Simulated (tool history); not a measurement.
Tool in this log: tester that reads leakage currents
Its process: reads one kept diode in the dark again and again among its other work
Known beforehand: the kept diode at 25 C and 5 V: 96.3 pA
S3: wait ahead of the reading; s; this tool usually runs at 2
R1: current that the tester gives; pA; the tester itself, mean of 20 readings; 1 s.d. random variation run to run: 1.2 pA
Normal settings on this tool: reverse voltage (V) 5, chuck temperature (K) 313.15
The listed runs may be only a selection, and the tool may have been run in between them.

{"run": 1, "hour": 0.0, "reverse voltage (V)": 5, "chuck temperature (K)": 313.15, "S3": 2, "R1": 385.47}
{"run": 2, "hour": 49.4, "reverse voltage (V)": 5, "chuck temperature (K)": 303.15, "S3": 2, "R1": 155.91}
{"run": 3, "hour": 106.3, "reverse voltage (V)": 5, "chuck temperature (K)": 313.15, "S3": 5.32, "R1": 380.98}
{"run": 4, "hour": 147.5, "reverse voltage (V)": 5, "chuck temperature (K)": 313.15, "S3": 5.32, "R1": 382.5}
{"run": 5, "hour": 196.5, "reverse voltage (V)": 5, "chuck temperature (K)": 313.15, "S3": 5.32, "R1": 383.73}
{"run": 6, "hour": 233.2, "reverse voltage (V)": 5, "chuck temperature (K)": 313.15, "S3": 5.32, "R1": 383.19}
{"run": 7, "hour": 291.9, "reverse voltage (V)": 5, "chuck temperature (K)": 313.15, "S3": 5.73, "R1": 383.74}
{"run": 8, "hour": 349.3, "reverse voltage (V)": 5, "chuck temperature (K)": 313.15, "S3": 2, "R1": 382.08}
{"run": 9, "hour": 409.1, "reverse voltage (V)": 5, "chuck temperature (K)": 313.15, "S3": 0.98, "R1": 382.72}
{"run": 10, "hour": 462.4, "reverse voltage (V)": 5, "chuck temperature (K)": 313.15, "S3": 0.65, "R1": 385.2}
{"run": 11, "hour": 518.2, "reverse voltage (V)": 5, "chuck temperature (K)": 331.15, "S3": 0.65, "R1": 1693.16}
{"run": 12, "hour": 548.8, "reverse voltage (V)": 5, "chuck temperature (K)": 331.15, "S3": 0.65, "R1": 1699.54}
{"run": 13, "hour": 603.5, "reverse voltage (V)": 5, "chuck temperature (K)": 331.15, "S3": 0.65, "R1": 1700.51}
{"run": 14, "hour": 648.0, "reverse voltage (V)": 5, "chuck temperature (K)": 313.15, "S3": 2, "R1": 384.39}
{"run": 15, "hour": 681.1, "reverse voltage (V)": 5, "chuck temperature (K)": 313.15, "S3": 2, "R1": 383.2}
{"run": 16, "hour": 720.6, "reverse voltage (V)": 5, "chuck temperature (K)": 313.15, "S3": 2, "R1": 384.11}
{"run": 17, "hour": 771.7, "reverse voltage (V)": 5, "chuck temperature (K)": 308.15, "S3": 2, "R1": 246.93}
{"run": 18, "hour": 825.1, "reverse voltage (V)": 5, "chuck temperature (K)": 308.15, "S3": 2, "R1": 245.6}
{"run": 19, "hour": 856.3, "reverse voltage (V)": 5, "chuck temperature (K)": 325.15, "S3": 2, "R1": 1053.3}
{"run": 20, "hour": 917.6, "reverse voltage (V)": 5, "chuck temperature (K)": 325.15, "S3": 2, "R1": 1055.52}
{"run": 21, "hour": 956.1, "reverse voltage (V)": 1.42, "chuck temperature (K)": 313.15, "S3": 3.9, "R1": 258.71}
{"run": 22, "hour": 1003.0, "reverse voltage (V)": 1.14, "chuck temperature (K)": 313.15, "S3": 1.08, "R1": 240.02}
{"run": 23, "hour": 1059.4, "reverse voltage (V)": 1.14, "chuck temperature (K)": 313.15, "S3": 1.08, "R1": 239.97}
{"run": 24, "hour": 1115.7, "reverse voltage (V)": 2.41, "chuck temperature (K)": 298.15, "S3": 2, "R1": 76.78}
{"run": 25, "hour": 1167.7, "reverse voltage (V)": 2.41, "chuck temperature (K)": 302.15, "S3": 0.7, "R1": 112.79}
{"run": 26, "hour": 1204.1, "reverse voltage (V)": 1.8, "chuck temperature (K)": 302.15, "S3": 0.7, "R1": 102.52}
{"run": 27, "hour": 1247.0, "reverse voltage (V)": 2.69, "chuck temperature (K)": 313.15, "S3": 2, "R1": 315.95}
{"run": 28, "hour": 1308.5, "reverse voltage (V)": 5, "chuck temperature (K)": 294.15, "S3": 0.98, "R1": 66.35}
{"run": 29, "hour": 1361.8, "reverse voltage (V)": 17.5, "chuck temperature (K)": 306.15, "S3": 0.98, "R1": 310.27}
{"run": 30, "hour": 1405.8, "reverse voltage (V)": 5, "chuck temperature (K)": 321.15, "S3": 4.79, "R1": 759.91}
{"run": 31, "hour": 1461.5, "reverse voltage (V)": 2.55, "chuck temperature (K)": 313.15, "S3": 4.32, "R1": 309.75}
{"run": 32, "hour": 1500.1, "reverse voltage (V)": 5.23, "chuck temperature (K)": 313.15, "S3": 2, "R1": 390.84}
{"run": 33, "hour": 1550.2, "reverse voltage (V)": 5.23, "chuck temperature (K)": 313.15, "S3": 2, "R1": 387.75}
{"run": 34, "hour": 1601.1, "reverse voltage (V)": 5.23, "chuck temperature (K)": 313.15, "S3": 2, "R1": 387.47}
{"run": 35, "hour": 1641.0, "reverse voltage (V)": 5.23, "chuck temperature (K)": 316.15, "S3": 0.36, "R1": 507.3}
{"run": 36, "hour": 1682.7, "reverse voltage (V)": 5.17, "chuck temperature (K)": 295.15, "S3": 2.33, "R1": 73.5}
{"run": 37, "hour": 1742.7, "reverse voltage (V)": 5.17, "chuck temperature (K)": 295.15, "S3": 2.33, "R1": 73.81}
{"run": 38, "hour": 1800.8, "reverse voltage (V)": 5.17, "chuck temperature (K)": 295.15, "S3": 2.33, "R1": 73.44}
{"run": 39, "hour": 1832.1, "reverse voltage (V)": 2.54, "chuck temperature (K)": 313.15, "S3": 2, "R1": 309.31}

Removed from this log: 2 entries logged between the listed runs. Between which two listed runs does each belong, and how does the tool's hidden state at the listed run before it compare with that at the listed run after it?
In the gap between runs 7 and 8: chuck's temperature calibrated (hour 297.4)
  true chuck temperature over the reading, C: 0.01 -> 0
In the gap between runs 33 and 34: chuck's temperature calibrated (hour 1570.7)
  true chuck temperature over the reading, C: 0.01 -> 0

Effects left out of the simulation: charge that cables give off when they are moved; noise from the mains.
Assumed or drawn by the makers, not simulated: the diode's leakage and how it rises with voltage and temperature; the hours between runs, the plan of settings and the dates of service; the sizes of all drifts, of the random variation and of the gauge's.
